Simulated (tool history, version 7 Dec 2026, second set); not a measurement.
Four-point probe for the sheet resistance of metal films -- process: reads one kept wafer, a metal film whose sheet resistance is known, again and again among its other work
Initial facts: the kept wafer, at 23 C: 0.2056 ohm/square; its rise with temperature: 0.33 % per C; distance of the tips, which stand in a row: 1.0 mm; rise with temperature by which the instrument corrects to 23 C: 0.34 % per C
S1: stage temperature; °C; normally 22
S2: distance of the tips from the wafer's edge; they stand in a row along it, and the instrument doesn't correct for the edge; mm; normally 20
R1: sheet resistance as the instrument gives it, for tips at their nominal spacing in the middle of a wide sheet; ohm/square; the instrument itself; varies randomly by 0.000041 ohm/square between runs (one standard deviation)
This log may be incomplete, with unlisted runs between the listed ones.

run    hour  S1  S2        R1
  1     0.0  22  20  0.205828
  2    35.3  22  20  0.205885
  3    74.8  22  20  0.205878
  4   113.1  22  20  0.205835
  5   169.4  22  20  0.205907
  6   214.5  22  20  0.205843
  7   246.5  22  20  0.205879
  8   293.2  22  49  0.205707
  9   344.9  22  49  0.205608
 10   399.8  22  49  0.205683
 11   444.3  22  20  0.205884
 12   489.1  22  20  0.205882
 13   527.5  22  20  0.205896
 14   574.7  22  38  0.205694
 15   604.9  22  38  0.205626
 16   649.0  22  38  0.205717
 17   687.9  22  38  0.205674
 18   717.3  22  20  0.205902
 19   764.6  21  20  0.205916
 20   812.9  22  25  0.205758
 21   868.8  22  25  0.205843
 22   919.7  22  25  0.205810
 23   951.2  26   8  0.207152
 24  1003.7  24  21  0.205852
 25  1062.2  24  21  0.205775
 26  1093.4  24  21  0.205754
 27  1129.2  19   5  0.210093
 28  1186.2  33  16  0.205829
 29  1240.7  31  16  0.205844
 30  1298.1  31  16  0.205757
 31  1325.1  31  16  0.205860
 32  1377.9  27  13  0.206105
 33  1429.0  22  12  0.206331
 34  1472.5  31  30  0.205487

Predict the results of run 35:
 35  1526.7  26   4   ?

Run 35 came out at R1 0.212287 ohm/square.
With no hidden state in the tool, this same run would have given R1 0.212296 ohm/square.
